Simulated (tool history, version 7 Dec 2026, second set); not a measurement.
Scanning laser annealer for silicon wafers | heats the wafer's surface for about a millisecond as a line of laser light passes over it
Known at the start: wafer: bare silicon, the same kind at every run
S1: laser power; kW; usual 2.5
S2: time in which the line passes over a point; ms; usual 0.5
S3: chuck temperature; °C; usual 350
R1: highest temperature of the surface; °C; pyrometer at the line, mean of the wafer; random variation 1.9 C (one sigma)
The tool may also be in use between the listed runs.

run 1 hour=0 | S1=2.5 S2=0.5 S3=350 | R1=1097
run 2 hour=14.2 | S1=2.5 S2=0.5 S3=350 | R1=1098
run 3 hour=31.2 | S1=2.5 S2=0.5 S3=350 | R1=1096
run 4 hour=41.2 | S1=2.5 S2=0.5 S3=350 | R1=1095
run 5 hour=58.5 | S1=2.5 S2=0.5 S3=350 | R1=1094
run 6 hour=72 | S1=2.5 S2=0.5 S3=350 | R1=1099
run 7 hour=84.4 | S1=2.605 S2=0.412 S3=352 | R1=1065
run 8 hour=93.3 | S1=2.684 S2=0.431 S3=352 | R1=1104
run 9 hour=108.2 | S1=2.74 S2=0.431 S3=371 | R1=1132

Forecast run 10:
run 10 hour=125.5 | S1=2.74 S2=0.431 S3=371 | R1=?

R1: 1131 °C
Without the tool's hidden state the same run would have given R1 1170 °C.

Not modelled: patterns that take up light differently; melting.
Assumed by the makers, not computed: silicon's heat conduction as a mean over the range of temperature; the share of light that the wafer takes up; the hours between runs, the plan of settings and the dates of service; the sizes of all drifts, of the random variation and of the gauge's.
